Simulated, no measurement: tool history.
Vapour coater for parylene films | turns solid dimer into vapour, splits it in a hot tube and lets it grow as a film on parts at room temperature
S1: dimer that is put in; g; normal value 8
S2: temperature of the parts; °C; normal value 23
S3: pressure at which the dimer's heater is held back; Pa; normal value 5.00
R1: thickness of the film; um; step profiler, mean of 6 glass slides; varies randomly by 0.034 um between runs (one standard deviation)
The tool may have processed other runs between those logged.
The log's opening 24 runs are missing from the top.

run,day,S1,S2,S3,R1
25,9.846,8,16,5.00,7.21
26,10.200,8,16,5.00,7.17
27,10.825,8,21,4.59,6.72
28,11.246,3,16,9.26,2.54
29,11.917,3,16,9.26,2.54
30,12.358,10,29,9.16,6.92
31,13.012,10,29,2.21,7.95
32,13.375,10,29,2.21,8.01
33,13.704,12,17,5.96,10.47
34,14.042,12,17,5.96,10.55
35,14.608,4,19,9.15,3.28
36,15.004,4,19,9.15,3.27
37,15.458,4,19,9.15,3.31
38,16.142,4,19,9.15,3.26
39,16.754,4,21,5.00,3.35
40,17.429,7,23,5.99,5.65
41,17.783,7,23,5.99,5.56
# day 17.904: gauge calibrated
42,18.292,4,17,5.99,3.43

What if the next run were any one of these 4? Each begins from the tool's condition after run 42:
A,18.767,9,19,5.99,?
B,18.767,3,28,10.48,?
C,18.767,5,25,5.32,?
D,18.767,3,26,7.83,?

run,R1
A,7.47
B,2.07
C,3.83
D,2.17
With no hidden state in the tool, these same runs would have given:
run,R1
A,7.49
B,2.07
C,3.83
D,2.17

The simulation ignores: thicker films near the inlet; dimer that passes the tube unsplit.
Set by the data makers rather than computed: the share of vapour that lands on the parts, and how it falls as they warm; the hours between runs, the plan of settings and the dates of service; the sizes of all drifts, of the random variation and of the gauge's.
